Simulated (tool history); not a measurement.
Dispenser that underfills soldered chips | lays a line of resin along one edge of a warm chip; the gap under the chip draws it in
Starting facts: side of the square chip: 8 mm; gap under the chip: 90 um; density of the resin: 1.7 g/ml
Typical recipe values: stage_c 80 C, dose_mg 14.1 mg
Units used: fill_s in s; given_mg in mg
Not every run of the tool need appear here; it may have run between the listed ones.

run 1 hour=0.0 | stage_c=80 dose_mg=14.1 | fill_s=32.0 given_mg=12.82
-- hour=7.6 new syringe of resin
run 2 hour=10.1 | stage_c=80 dose_mg=14.1 | fill_s=33.1 given_mg=12.71
-- hour=16.1 new syringe of resin
run 3 hour=16.2 | stage_c=80 dose_mg=14.1 | fill_s=30.2 given_mg=12.74
-- hour=18.4 dispensing valve cleaned and set on the balance
-- hour=25.8 new syringe of resin
run 4 hour=27.3 | stage_c=80 dose_mg=12.8 | fill_s=31.3 given_mg=12.72
run 5 hour=32.6 | stage_c=80 dose_mg=12.8 | fill_s=37.8 given_mg=12.73
-- hour=34.0 new syringe of resin
-- hour=42.9 new syringe of resin
run 6 hour=45.4 | stage_c=80 dose_mg=12.8 | fill_s=32.3 given_mg=12.52
-- hour=51.1 new syringe of resin
run 7 hour=51.7 | stage_c=80 dose_mg=13.6 | fill_s=29.8 given_mg=13.35
-- hour=59.6 new syringe of resin
run 8 hour=59.6 | stage_c=75 dose_mg=14.1 | fill_s=37.6 given_mg=13.84
-- hour=68.6 new syringe of resin
run 9 hour=71.2 | stage_c=75 dose_mg=14.1 | fill_s=40.4 given_mg=13.64
-- hour=77.6 new syringe of resin
run 10 hour=81.8 | stage_c=79 dose_mg=14.1 | fill_s=37.4 given_mg=13.79
-- hour=86.3 new syringe of resin
run 11 hour=87.8 | stage_c=94 dose_mg=14.1 | fill_s=16.8 given_mg=13.70
run 12 hour=93.7 | stage_c=80 dose_mg=14.1 | fill_s=37.1 given_mg=13.68
-- hour=95.1 new syringe of resin
-- hour=103.4 new syringe of resin
run 13 hour=103.4 | stage_c=80 dose_mg=14.1 | fill_s=29.3 given_mg=13.58
run 14 hour=109.2 | stage_c=84 dose_mg=12.0 | fill_s=31.8 given_mg=11.31
-- hour=111.7 new syringe of resin
run 15 hour=118.1 | stage_c=71 dose_mg=17.5 | fill_s=53.8 given_mg=16.60
-- hour=120.3 new syringe of resin
-- hour=129.3 new syringe of resin
run 16 hour=129.4 | stage_c=71 dose_mg=17.5 | fill_s=43.5 given_mg=16.52
-- hour=137.9 new syringe of resin
run 17 hour=140.3 | stage_c=77 dose_mg=16.0 | fill_s=37.3 given_mg=14.98
-- hour=146.8 new syringe of resin
run 18 hour=153.8 | stage_c=71 dose_mg=14.1 | fill_s=58.2 given_mg=13.14
-- hour=155.7 new syringe of resin
run 19 hour=161.7 | stage_c=71 dose_mg=14.1 | fill_s=56.2 given_mg=13.13
-- hour=164.6 new syringe of resin
run 20 hour=169.2 | stage_c=71 dose_mg=12.2 | fill_s=56.7 given_mg=11.29
-- hour=173.3 new syringe of resin
run 21 hour=179.1 | stage_c=71 dose_mg=12.2 | fill_s=59.8 given_mg=11.26
-- hour=182.5 new syringe of resin
run 22 hour=189.1 | stage_c=86 dose_mg=15.4 | fill_s=28.3 given_mg=14.07
-- hour=191.1 new syringe of resin
-- hour=200.1 new syringe of resin
run 23 hour=200.8 | stage_c=78 dose_mg=16.0 | fill_s=33.8 given_mg=14.44
run 24 hour=206.5 | stage_c=84 dose_mg=12.8 | fill_s=34.0 given_mg=11.53
-- hour=209.1 new syringe of resin
-- hour=217.3 new syringe of resin
-- hour=219.5 dispensing valve cleaned and set on the balance
run 25 hour=221.1 | stage_c=84 dose_mg=12.8 | fill_s=28.9 given_mg=12.80

Each row is a separate what-if for the run after 25, all from the same tool condition, not one after another. Results?
-- hour=226.5 new syringe of resin
run A hour=231.4 | stage_c=75 dose_mg=14.1 | fill_s=? given_mg=?
-- hour=226.5 new syringe of resin
run B hour=231.4 | stage_c=84 dose_mg=14.1 | fill_s=? given_mg=?
-- hour=226.5 new syringe of resin
run C hour=231.4 | stage_c=85 dose_mg=16.2 | fill_s=? given_mg=?
-- hour=226.5 new syringe of resin
run D hour=231.4 | stage_c=84 dose_mg=18.2 | fill_s=? given_mg=?
-- hour=226.5 new syringe of resin
run E hour=231.4 | stage_c=77 dose_mg=13.5 | fill_s=? given_mg=?

run=A fill_s=44.6 given_mg=14.07
run=B fill_s=28.8 given_mg=13.99
run=C fill_s=26.6 given_mg=16.16
run=D fill_s=27.8 given_mg=18.06
run=E fill_s=39.0 given_mg=13.41
Without the tool's unlogged condition, the same runs would have read:
run=A fill_s=36.3 given_mg=14.17
run=B fill_s=23.4 given_mg=14.09
run=C fill_s=21.7 given_mg=16.28
run=D fill_s=22.8 given_mg=18.20
run=E fill_s=31.6 given_mg=13.51

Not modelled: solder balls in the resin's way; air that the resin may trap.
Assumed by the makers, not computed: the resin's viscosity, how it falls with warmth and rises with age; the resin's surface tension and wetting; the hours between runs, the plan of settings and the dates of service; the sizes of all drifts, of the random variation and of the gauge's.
